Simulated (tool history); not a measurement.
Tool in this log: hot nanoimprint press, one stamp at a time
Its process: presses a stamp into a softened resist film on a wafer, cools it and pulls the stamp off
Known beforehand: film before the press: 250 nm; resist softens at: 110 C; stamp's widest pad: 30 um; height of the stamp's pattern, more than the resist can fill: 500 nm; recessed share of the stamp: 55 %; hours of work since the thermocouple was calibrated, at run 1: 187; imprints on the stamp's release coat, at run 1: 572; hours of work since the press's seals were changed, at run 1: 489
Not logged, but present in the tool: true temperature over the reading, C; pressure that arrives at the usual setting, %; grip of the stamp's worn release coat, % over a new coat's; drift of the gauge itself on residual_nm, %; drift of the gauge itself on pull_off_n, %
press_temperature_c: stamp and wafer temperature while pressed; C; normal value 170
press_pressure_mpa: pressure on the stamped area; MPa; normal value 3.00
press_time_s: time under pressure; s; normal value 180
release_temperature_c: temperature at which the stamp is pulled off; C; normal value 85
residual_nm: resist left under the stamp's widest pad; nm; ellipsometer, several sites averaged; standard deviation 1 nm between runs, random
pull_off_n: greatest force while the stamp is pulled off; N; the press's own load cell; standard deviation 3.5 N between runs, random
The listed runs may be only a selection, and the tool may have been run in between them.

run	hour	press_temperature_c	press_pressure_mpa	press_time_s	release_temperature_c	hours of work since the thermocouple was calibrated	imprints on the stamp's release coat	hours of work since the press's seals were changed	residual_nm	pull_off_n
1	0.0	170	3.00	180	85	187	572	489	142.4	196
2	37.7	170	3.15	180	85	207	726	509	140.7	189
3	79.1	170	3.00	180	85	229	895	531	143.0	209
# hour 105.1: stamp cleaned and given a new release coat
4	110.3	170	3.00	180	85	242	21	544	142.9	164
5	132.3	170	3.00	180	85	253	110	556	143.0	165
6	160.1	170	3.00	180	85	268	224	570	141.8	174
7	183.2	176	3.00	180	85	280	318	582	113.0	176
8	207.1	166	3.00	180	85	293	416	595	164.6	179
9	239.3	170	3.00	180	85	310	547	612	144.2	185
10	260.8	170	1.85	180	85	321	635	623	169.1	190
11	302.1	170	1.85	180	85	343	804	645	168.5	201
12	336.6	170	3.00	180	85	361	944	663	141.7	208
# hour 350.1: stamp cleaned and given a new release coat
13	385.5	170	3.00	180	85	383	145	686	141.9	166
14	417.4	162	2.82	180	87	400	275	702	188.3	161
15	456.9	168	2.31	180	93	421	436	723	166.1	138
16	500.9	170	4.21	117	85	444	616	746	139.9	178
17	537.1	170	4.21	117	85	463	763	765	140.3	194
18	571.5	170	4.21	117	85	481	904	783	138.7	196
# hour 592.2: stamp cleaned and given a new release coat
# hour 609.1: plate thermocouple calibrated
19	616.8	170	4.21	117	85	4	89	802	152.1	174
20	644.2	170	4.21	117	85	18	200	817	151.5	184
21	668.4	175	4.21	194	85	31	299	830	105.0	183
22	696.0	175	4.21	194	85	46	412	844	105.1	185
23	742.5	160	4.21	194	93	70	602	869	186.5	158

Consider 3 possible next runs. They are alternatives, not a sequence: every one starts from the tool as it was left by run 23. What does each give?
A	775.7	178	4.21	132	93	88	737	886	?	?
B	775.7	170	2.54	180	84	88	737	886	?	?
C	775.7	170	4.21	194	87	88	737	886	?	?

run	residual_nm	pull_off_n
A	106.1	164
B	159.2	203
C	127.4	190
Take away the tool's hidden state, keep each run's random variation, and the runs would have read:
run	residual_nm	pull_off_n
A	102.7	140
B	156.8	173
C	123.7	162
